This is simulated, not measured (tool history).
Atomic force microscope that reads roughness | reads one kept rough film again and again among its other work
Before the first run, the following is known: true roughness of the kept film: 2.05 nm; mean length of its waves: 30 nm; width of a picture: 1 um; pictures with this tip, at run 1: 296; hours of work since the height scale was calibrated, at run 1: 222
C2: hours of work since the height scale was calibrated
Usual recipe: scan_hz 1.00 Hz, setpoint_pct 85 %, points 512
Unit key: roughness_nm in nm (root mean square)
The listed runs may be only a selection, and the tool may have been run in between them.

Run 1, hour 0.0: usual settings; pictures with this tip 296; C2 222. Result: roughness_nm 1.584 nm (root mean square).
Run 2, hour 7.9: usual settings but scan_hz 3.73 Hz; pictures with this tip 308; C2 228. Result: roughness_nm 1.394 nm (root mean square).
At hour 10.7: new tip fitted.
Run 3, hour 15.5: usual settings but scan_hz 3.73 Hz; pictures with this tip 7; C2 234. Result: roughness_nm 1.650 nm (root mean square).
Run 4, hour 22.8: usual settings but points 345; pictures with this tip 19; C2 239. Result: roughness_nm 1.818 nm (root mean square).
Run 5, hour 28.5: usual settings but points 345; pictures with this tip 27; C2 243. Result: roughness_nm 1.799 nm (root mean square).
Run 6, hour 36.6: usual settings but points 345; pictures with this tip 40; C2 249. Result: roughness_nm 1.786 nm (root mean square).
Run 7, hour 45.2: usual settings but points 345; pictures with this tip 54; C2 256. Result: roughness_nm 1.783 nm (root mean square).
Run 8, hour 50.3: usual settings but scan_hz 0.78 Hz; pictures with this tip 62; C2 259. Result: roughness_nm 1.800 nm (root mean square).
Run 9, hour 56.1: usual settings; pictures with this tip 71; C2 264. Result: roughness_nm 1.781 nm (root mean square).
Run 10, hour 62.9: usual settings; pictures with this tip 81; C2 269. Result: roughness_nm 1.772 nm (root mean square).
Run 11, hour 73.7: usual settings but setpoint_pct 88 %; pictures with this tip 98; C2 277. Result: roughness_nm 1.733 nm (root mean square).
Run 12, hour 78.6: usual settings; pictures with this tip 106; C2 280. Result: roughness_nm 1.732 nm (root mean square).
Run 13, hour 84.5: usual settings; pictures with this tip 115; C2 285. Result: roughness_nm 1.746 nm (root mean square).
Run 14, hour 91.3: usual settings; pictures with this tip 126; C2 290. Result: roughness_nm 1.723 nm (root mean square).
Run 15, hour 96.2: usual settings; pictures with this tip 134; C2 294. Result: roughness_nm 1.707 nm (root mean square).
Run 16, hour 102.5: usual settings; pictures with this tip 143; C2 298. Result: roughness_nm 1.694 nm (root mean square).
Run 17, hour 110.6: usual settings; pictures with this tip 156; C2 304. Result: roughness_nm 1.686 nm (root mean square).
Run 18, hour 119.4: usual settings; pictures with this tip 170; C2 311. Result: roughness_nm 1.657 nm (root mean square).
Run 19, hour 126.2: usual settings; pictures with this tip 181; C2 316. Result: roughness_nm 1.662 nm (root mean square).
Run 20, hour 130.7: usual settings; pictures with this tip 188; C2 319. Result: roughness_nm 1.665 nm (root mean square).
Run 21, hour 138.9: usual settings but points 505; pictures with this tip 201; C2 325. Result: roughness_nm 1.645 nm (root mean square).
Run 22, hour 145.1: usual settings but scan_hz 3.77 Hz, setpoint_pct 71 %, points 505; pictures with this tip 210; C2 330. Result: roughness_nm 1.581 nm (root mean square).
Run 23, hour 150.8: usual settings but scan_hz 3.77 Hz, setpoint_pct 71 %, points 505; pictures with this tip 219; C2 334. Result: roughness_nm 1.578 nm (root mean square).
Run 24, hour 160.0: usual settings but scan_hz 3.77 Hz, setpoint_pct 71 %, points 528; pictures with this tip 234; C2 341. Result: roughness_nm 1.560 nm (root mean square).

Run 25 comes next. What will it give?
Run 25, hour 167.7: usual settings but scan_hz 0.65 Hz, setpoint_pct 71 %, points 400; pictures with this tip 246; C2 347. Result: roughness_nm ?.

Run 25 came out at roughness_nm 1.651 nm (root mean square).
With the hidden condition absent and the run-to-run variation left alone, this run would have shown roughness_nm 1.887 nm (root mean square).
